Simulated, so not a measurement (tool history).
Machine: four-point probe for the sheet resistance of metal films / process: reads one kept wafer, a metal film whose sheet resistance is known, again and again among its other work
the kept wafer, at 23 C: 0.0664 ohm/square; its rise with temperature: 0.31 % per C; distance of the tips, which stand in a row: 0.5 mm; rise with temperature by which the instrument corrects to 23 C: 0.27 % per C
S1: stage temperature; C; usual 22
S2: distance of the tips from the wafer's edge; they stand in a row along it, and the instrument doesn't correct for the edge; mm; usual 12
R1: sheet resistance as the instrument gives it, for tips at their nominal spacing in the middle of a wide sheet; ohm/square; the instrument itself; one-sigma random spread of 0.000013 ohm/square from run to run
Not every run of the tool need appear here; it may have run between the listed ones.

| run | hour | S1 | S2 | R1 |
|---|---|---|---|---|
| 1 | 0 | 22 | 12 | 0.066481 |
| 2 | 25.6 | 22 | 12 | 0.066452 |
| 3 | 50.7 | 22 | 12 | 0.066466 |
| 4 | 77.3 | 22 | 4 | 0.066947 |
| 5 | 102.3 | 22 | 12 | 0.066454 |
| 6 | 114.2 | 22 | 12 | 0.066465 |
| 7 | 129.9 | 22 | 12 | 0.066449 |
| 8 | 152.3 | 34 | 12 | 0.066722 |
| 9 | 173.3 | 34 | 12 | 0.066755 |
| 10 | 193.8 | 34 | 12 | 0.066742 |
| 11 | 210.1 | 34 | 12 | 0.06674 |
| 12 | 235.7 | 35 | 12 | 0.066758 |
| 13 | 248.7 | 35 | 12 | 0.066765 |
|  | 251.6 | stage's thermometer calibrated |
| 14 | 275.7 | 35 | 12 | 0.066794 |
| 15 | 304.1 | 24 | 3 | 0.067447 |
| 16 | 328.3 | 30 | 18 | 0.066607 |
|  | 355.6 | stage's thermometer calibrated, once more |
| 17 | 356 | 30 | 18 | 0.066496 |
| 18 | 367.5 | 32 | 16 | 0.066591 |
| 19 | 394.1 | 30 | 26 | 0.066513 |

Run 20, settings as shown, results not yet in. Your forecast:
| 20 | 406 | 30 | 26 | ? |

Logged for run 20: R1 0.066504 ohm/square.
Without the tool's hidden state the same run would have given R1 0.066595 ohm/square.
